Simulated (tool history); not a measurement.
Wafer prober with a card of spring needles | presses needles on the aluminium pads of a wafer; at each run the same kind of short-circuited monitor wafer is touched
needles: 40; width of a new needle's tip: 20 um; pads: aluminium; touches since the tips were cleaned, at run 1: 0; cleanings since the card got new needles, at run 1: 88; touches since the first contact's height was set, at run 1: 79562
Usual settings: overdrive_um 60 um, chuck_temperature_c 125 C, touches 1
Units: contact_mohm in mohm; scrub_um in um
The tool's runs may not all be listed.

| run | hour | overdrive_um | chuck_temperature_c | touches | touches since the tips were cleaned | cleanings since the card got new needles | touches since the first contact's height was set | contact_mohm | scrub_um |
|---|---|---|---|---|---|---|---|---|---|
| 1 | 0 | 60 | 125 | 1 | 0 | 88 | 79562 | 305 | 7.98 |
|  | 18 | tips cleaned on abrasive film |
|  | 34.5 | tips cleaned on abrasive film |
| 2 | 35.2 | 60 | 125 | 1 | 300 | 90 | 95242 | 306 | 7.96 |
|  | 51.3 | tips cleaned on abrasive film |
| 3 | 61.6 | 60 | 125 | 1 | 4625 | 91 | 107069 | 307 | 8.02 |
|  | 67.9 | tips cleaned on abrasive film |
| 4 | 80.8 | 60 | 125 | 1 | 5774 | 92 | 115610 | 308 | 8.02 |
|  | 86.7 | tips cleaned on abrasive film |
|  | 103.6 | tips cleaned on abrasive film |
|  | 120.2 | tips cleaned on abrasive film |
| 5 | 123.5 | 60 | 125 | 1 | 1493 | 95 | 134645 | 311 | 8.05 |
|  | 136.7 | tips cleaned on abrasive film |
|  | 155.5 | tips cleaned on abrasive film |
| 6 | 165.4 | 60 | 125 | 1 | 4441 | 97 | 153333 | 312 | 8.01 |
|  | 174.7 | tips cleaned on abrasive film |
| 7 | 184.9 | 60 | 125 | 1 | 4579 | 98 | 162035 | 309 | 7.96 |
|  | 191.1 | tips cleaned on abrasive film |
|  | 208.5 | tips cleaned on abrasive film |
| 8 | 209.8 | 60 | 125 | 1 | 575 | 100 | 173119 | 309 | 8.06 |
|  | 226.3 | tips cleaned on abrasive film |
| 9 | 234.2 | 60 | 125 | 1 | 3546 | 101 | 184007 | 313 | 8.01 |
|  | 243 | tips cleaned on abrasive film |
|  | 260.2 | tips cleaned on abrasive film |
| 10 | 260.2 | 60 | 125 | 1 | 0 | 103 | 195598 | 304 | 8.09 |
|  | 276.6 | tips cleaned on abrasive film |
| 11 | 283.4 | 60 | 125 | 1 | 3014 | 104 | 205922 | 313 | 8.01 |
|  | 286 | height of the first contact set anew |
|  | 296 | tips cleaned on abrasive film |
| 12 | 304.9 | 60 | 83 | 1 | 3975 | 105 | 8418 | 298 | 8.03 |
|  | 313.8 | tips cleaned on abrasive film |
|  | 330.2 | tips cleaned on abrasive film |
| 13 | 337.7 | 60 | 125 | 1 | 3329 | 107 | 23033 | 306 | 8.04 |
|  | 348.8 | tips cleaned on abrasive film |
| 14 | 361.2 | 60 | 125 | 1 | 5589 | 108 | 33557 | 313 | 8.05 |
|  | 367.8 | tips cleaned on abrasive film |
|  | 384.2 | tips cleaned on abrasive film |
| 15 | 399.4 | 60 | 39 | 1 | 6823 | 110 | 50608 | 281 | 8.02 |
|  | 402.9 | tips cleaned on abrasive film |
|  | 420.1 | tips cleaned on abrasive film |
| 16 | 420.4 | 60 | 39 | 1 | 118 | 112 | 59918 | 284 | 7.98 |
|  | 437.1 | tips cleaned on abrasive film |
| 17 | 442.3 | 77 | 27 | 3 | 2314 | 113 | 69681 | 275 | 10.32 |
|  | 454 | tips cleaned on abrasive film |
| 18 | 461.7 | 54 | 84 | 2 | 3458 | 114 | 78338 | 297 | 7.22 |
|  | 471.4 | tips cleaned on abrasive film |
|  | 488.7 | tips cleaned on abrasive film |
| 19 | 491.8 | 55 | 125 | 2 | 1375 | 116 | 91761 | 308 | 7.34 |
|  | 506 | tips cleaned on abrasive film |
| 20 | 520.2 | 63 | 125 | 2 | 6401 | 117 | 104463 | 307 | 8.39 |
|  | 523.3 | tips cleaned on abrasive film |
|  | 539.8 | tips cleaned on abrasive film |
|  | 556.1 | tips cleaned on abrasive film |
| 21 | 556.1 | 63 | 125 | 2 | 0 | 120 | 120411 | 310 | 8.38 |
|  | 572.3 | tips cleaned on abrasive film |
|  | 588.9 | tips cleaned on abrasive film |
| 22 | 595.7 | 43 | 125 | 2 | 3060 | 122 | 138094 | 315 | 5.76 |
|  | 605.1 | tips cleaned on abrasive film |
|  | 621.5 | tips cleaned on abrasive film |
| 23 | 621.5 | 60 | 52 | 3 | 0 | 124 | 149552 | 288 | 7.99 |
|  | 639.7 | tips cleaned on abrasive film |
|  | 656.7 | tips cleaned on abrasive film |
| 24 | 663.7 | 46 | 52 | 3 | 3152 | 126 | 168412 | 287 | 6.15 |
|  | 673.4 | tips cleaned on abrasive film |
|  | 691 | tips cleaned on abrasive film |
| 25 | 694.1 | 60 | 52 | 2 | 1414 | 128 | 181949 | 286 | 8.05 |
|  | 709.4 | tips cleaned on abrasive film |
| 26 | 724.4 | 60 | 91 | 3 | 6723 | 129 | 195488 | 296 | 8.05 |
|  | 728.4 | tips cleaned on abrasive film |
|  | 746.5 | tips cleaned on abrasive film |
|  | 750.5 | height of the first contact set anew |
|  | 764.3 | tips cleaned on abrasive film |
| 27 | 768.7 | 60 | 91 | 3 | 1980 | 132 | 8116 | 301 | 8.06 |
|  | 780.6 | tips cleaned on abrasive film |
| 28 | 788.7 | 60 | 91 | 3 | 3620 | 133 | 17036 | 300 | 7.96 |
|  | 798.7 | tips cleaned on abrasive film |
|  | 815.9 | tips cleaned on abrasive film |
| 29 | 815.9 | 60 | 29 | 1 | 0 | 135 | 29146 | 279 | 7.94 |
|  | 834.2 | tips cleaned on abrasive film |
| 30 | 835.7 | 75 | 31 | 3 | 679 | 136 | 38000 | 273 | 9.98 |

Hidden state at the last listed run before each entry between runs and at the first one after, where it differs:
Between runs 1 and 2: tips cleaned on abrasive film (hour 18); tips cleaned on abrasive film (hour 34.5)
  debris on the tips, nm: 0.1 -> 0.2
Between runs 2 and 3: tips cleaned on abrasive film (hour 51.3)
  debris on the tips, nm: 0.2 -> 1
Between runs 3 and 4: tips cleaned on abrasive film (hour 67.9)
  debris on the tips, nm: 1 -> 1.1
Between runs 4 and 5: tips cleaned on abrasive film (hour 86.7); tips cleaned on abrasive film (hour 103.6); tips cleaned on abrasive film (hour 120.2)
  debris on the tips, nm: 1.1 -> 0.5
Between runs 5 and 6: tips cleaned on abrasive film (hour 136.7); tips cleaned on abrasive film (hour 155.5)
  debris on the tips, nm: 0.5 -> 1.1
Between runs 6 and 7: tips cleaned on abrasive film (hour 174.7)
  debris on the tips, nm: 1.1 -> 1
Between runs 7 and 8: tips cleaned on abrasive film (hour 191.1); tips cleaned on abrasive film (hour 208.5)
  debris on the tips, nm: 1 -> 0.3
Between runs 8 and 9: tips cleaned on abrasive film (hour 226.3)
  debris on the tips, nm: 0.3 -> 0.9
Between runs 9 and 10: tips cleaned on abrasive film (hour 243); tips cleaned on abrasive film (hour 260.2)
  debris on the tips, nm: 0.9 -> 0.1
Between runs 10 and 11: tips cleaned on abrasive film (hour 276.6)
  debris on the tips, nm: 0.1 -> 0.8
Between runs 11 and 12: height of the first contact set anew (hour 286); tips cleaned on abrasive film (hour 296)
  debris on the tips, nm: 0.8 -> 1; way that the needles fall short of the set height, um: 0.01 -> 0
Between runs 12 and 13: tips cleaned on abrasive film (hour 313.8); tips cleaned on abrasive film (hour 330.2)
  debris on the tips, nm: 1 -> 0.9
Between runs 13 and 14: tips cleaned on abrasive film (hour 348.8)
  debris on the tips, nm: 0.9 -> 1.2
Between runs 14 and 15: tips cleaned on abrasive film (hour 367.8); tips cleaned on abrasive film (hour 384.2)
  no hidden state differs between the two runs
Between runs 15 and 16: tips cleaned on abrasive film (hour 402.9); tips cleaned on abrasive film (hour 420.1)
  debris on the tips, nm: 1.2 -> 0.2
Between runs 16 and 17: tips cleaned on abrasive film (hour 437.1)
  debris on the tips, nm: 0.2 -> 0.7
Between runs 17 and 18: tips cleaned on abrasive film (hour 454)
  debris on the tips, nm: 0.7 -> 0.8; way that the needles fall short of the set height, um: 0 -> 0.01
Between runs 18 and 19: tips cleaned on abrasive film (hour 471.4); tips cleaned on abrasive film (hour 488.7)
  debris on the tips, nm: 0.8 -> 0.5
Between runs 19 and 20: tips cleaned on abrasive film (hour 506)
  debris on the tips, nm: 0.5 -> 1.2
Between runs 20 and 21: tips cleaned on abrasive film (hour 523.3); tips cleaned on abrasive film (hour 539.8); tips cleaned on abrasive film (hour 556.1)
  debris on the tips, nm: 1.2 -> 0.1
Between runs 21 and 22: tips cleaned on abrasive film (hour 572.3); tips cleaned on abrasive film (hour 588.9)
  debris on the tips, nm: 0.1 -> 0.8
Between runs 22 and 23: tips cleaned on abrasive film (hour 605.1); tips cleaned on abrasive film (hour 621.5)
  debris on the tips, nm: 0.8 -> 0.1
Between runs 23 and 24: tips cleaned on abrasive film (hour 639.7); tips cleaned on abrasive film (hour 656.7)
  debris on the tips, nm: 0.1 -> 0.8
Between runs 24 and 25: tips cleaned on abrasive film (hour 673.4); tips cleaned on abrasive film (hour 691)
  debris on the tips, nm: 0.8 -> 0.5
Between runs 25 and 26: tips cleaned on abrasive film (hour 709.4)
  debris on the tips, nm: 0.5 -> 1.2
Between runs 26 and 27: tips cleaned on abrasive film (hour 728.4); tips cleaned on abrasive film (hour 746.5); height of the first contact set anew (hour 750.5); tips cleaned on abrasive film (hour 764.3)
  debris on the tips, nm: 1.2 -> 0.7; way that the needles fall short of the set height, um: 0.01 -> 0
Between runs 27 and 28: tips cleaned on abrasive film (hour 780.6)
  debris on the tips, nm: 0.7 -> 0.9
Between runs 28 and 29: tips cleaned on abrasive film (hour 798.7); tips cleaned on abrasive film (hour 815.9)
  debris on the tips, nm: 0.9 -> 0.1
Between runs 29 and 30: tips cleaned on abrasive film (hour 834.2)
  debris on the tips, nm: 0.1 -> 0.3; tips' diameter, um: 20.02 -> 20.03
